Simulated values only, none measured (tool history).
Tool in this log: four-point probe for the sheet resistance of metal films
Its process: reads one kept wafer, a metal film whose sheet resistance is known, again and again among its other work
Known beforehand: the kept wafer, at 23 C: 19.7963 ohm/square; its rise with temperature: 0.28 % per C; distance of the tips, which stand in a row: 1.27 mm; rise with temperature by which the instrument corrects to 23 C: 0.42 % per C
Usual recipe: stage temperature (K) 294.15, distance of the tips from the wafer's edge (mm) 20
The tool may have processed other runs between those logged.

run,day,stage temperature (K),distance of the tips from the wafer's edge (mm),sheet resistance as the instrument gives it (ohm/square)
1,0.000,294.15,20,19.896114
2,3.212,294.15,20,19.887789
3,6.696,294.15,7,20.192448
# day 7.583: new probe head fitted
4,9.629,294.15,7,20.202883
5,14.817,294.15,20,19.894667
6,18.762,294.15,20,19.898797
7,24.012,294.15,20,19.894035
8,27.388,291.15,20,19.984865
9,32.642,291.15,20,19.981134
10,36.608,291.15,20,19.981438
11,40.242,294.15,14,19.938464
12,44.550,294.15,5,20.521235
13,46.979,294.15,5,20.518660
# day 47.308: stage's thermometer calibrated
14,51.717,294.15,20,19.894616
15,57.167,294.15,20,19.891667
16,59.667,294.15,20,19.903338
17,64.275,294.15,20,19.902655
18,67.796,296.15,20,19.843108
19,71.483,294.15,20,19.897778
20,74.333,294.15,20,19.894722
21,78.900,298.15,20,19.785342
22,83.804,298.15,20,19.785858
23,87.992,294.15,44,19.860487
24,93.346,294.15,44,19.862047
25,98.292,294.15,7,20.198771
26,102.675,295.15,4,20.839374
27,106.358,293.15,9,20.091716
28,111.062,297.15,6,20.239351
29,114.750,297.15,6,20.231228
30,118.333,297.15,6,20.228920
31,120.892,297.15,6,20.234940
32,123.783,299.15,3,21.439596
33,126.425,296.15,20,19.840847
34,129.988,300.15,35,19.698613
35,132.396,307.15,16,19.559747
36,134.679,307.15,16,19.573192
37,137.238,298.15,13,19.837958
38,141.842,294.15,9,20.058244
39,146.900,299.15,9,19.914190
40,151.471,292.15,16,19.974257
41,154.817,298.15,8,20.002505
# day 158.404: new probe head fitted
42,158.858,291.15,5,20.612645
43,163.312,298.15,30,19.760316
44,166.812,298.15,16,19.801994

What if the next run were any one of these 4? Each begins from the tool's condition after run 44:
A,170.429,298.15,20,?
B,170.429,307.15,15,?
C,170.429,305.15,20,?
D,170.429,297.15,34,?

run,sheet resistance as the instrument gives it (ohm/square)
A,19.789166
B,19.571720
C,19.599051
D,19.786230
Stripped of hidden state, with their random variation kept, the same runs would have yielded:
run,sheet resistance as the instrument gives it (ohm/square)
A,19.790154
B,19.572690
C,19.600024
D,19.787219
